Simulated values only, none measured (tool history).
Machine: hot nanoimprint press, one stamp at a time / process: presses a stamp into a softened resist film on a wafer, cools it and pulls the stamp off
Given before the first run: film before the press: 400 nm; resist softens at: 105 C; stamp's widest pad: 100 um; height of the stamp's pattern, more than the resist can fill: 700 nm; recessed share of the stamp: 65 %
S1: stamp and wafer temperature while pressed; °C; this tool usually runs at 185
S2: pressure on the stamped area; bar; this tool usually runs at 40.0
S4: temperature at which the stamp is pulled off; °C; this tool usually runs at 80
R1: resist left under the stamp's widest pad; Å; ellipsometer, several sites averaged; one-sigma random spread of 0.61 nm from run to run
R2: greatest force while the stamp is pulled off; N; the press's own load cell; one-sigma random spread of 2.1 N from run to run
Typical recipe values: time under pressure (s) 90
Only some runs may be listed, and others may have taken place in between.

run 1 hour=0.0 | S1=185 S2=40.0 time_under_pressure_(s)=90 S4=80 | R1=2122 R2=96
run 2 hour=6.1 | S1=185 S2=40.0 time_under_pressure_(s)=90 S4=80 | R1=2115 R2=94
run 3 hour=14.8 | S1=185 S2=40.0 time_under_pressure_(s)=90 S4=80 | R1=2112 R2=91
run 4 hour=23.1 | S1=185 S2=40.0 time_under_pressure_(s)=90 S4=80 | R1=2107 R2=94
run 5 hour=32.2 | S1=185 S2=29.5 time_under_pressure_(s)=90 S4=80 | R1=2365 R2=92
run 6 hour=40.7 | S1=185 S2=40.0 time_under_pressure_(s)=90 S4=80 | R1=2121 R2=93
run 7 hour=47.6 | S1=174 S2=40.0 time_under_pressure_(s)=90 S4=80 | R1=2847 R2=96
run 8 hour=54.1 | S1=174 S2=40.0 time_under_pressure_(s)=90 S4=80 | R1=2839 R2=93
run 9 hour=60.1 | S1=174 S2=40.0 time_under_pressure_(s)=90 S4=80 | R1=2832 R2=97
run 10 hour=67.8 | S1=185 S2=36.2 time_under_pressure_(s)=90 S4=80 | R1=2184 R2=94
run 11 hour=72.4 | S1=185 S2=36.2 time_under_pressure_(s)=90 S4=80 | R1=2193 R2=98
run 12 hour=77.1 | S1=185 S2=36.2 time_under_pressure_(s)=90 S4=80 | R1=2170 R2=97
run 13 hour=83.6 | S1=185 S2=36.2 time_under_pressure_(s)=90 S4=80 | R1=2176 R2=95
run 14 hour=89.9 | S1=185 S2=36.2 time_under_pressure_(s)=90 S4=80 | R1=2179 R2=96
run 15 hour=99.7 | S1=185 S2=36.2 time_under_pressure_(s)=90 S4=80 | R1=2176 R2=94
run 16 hour=106.6 | S1=185 S2=40.0 time_under_pressure_(s)=90 S4=65 | R1=2100 R2=116
run 17 hour=111.8 | S1=185 S2=40.0 time_under_pressure_(s)=90 S4=65 | R1=2092 R2=119
run 18 hour=119.8 | S1=185 S2=55.5 time_under_pressure_(s)=128 S4=80 | R1=1590 R2=94
run 19 hour=127.7 | S1=185 S2=55.5 time_under_pressure_(s)=55 S4=80 | R1=2191 R2=97
run 20 hour=133.4 | S1=196 S2=55.5 time_under_pressure_(s)=57 S4=67 | R1=1559 R2=115

Run 21 has not been measured yet. What should we expect?
run 21 hour=142.2 | S1=186 S2=27.9 time_under_pressure_(s)=54 S4=70 | R1=? R2=?

Logged for run 21: R1 2687 Å, R2 106 N.
Had the tool carried no hidden state, the very same run would have given R1 2725 Å, R2 105 N.
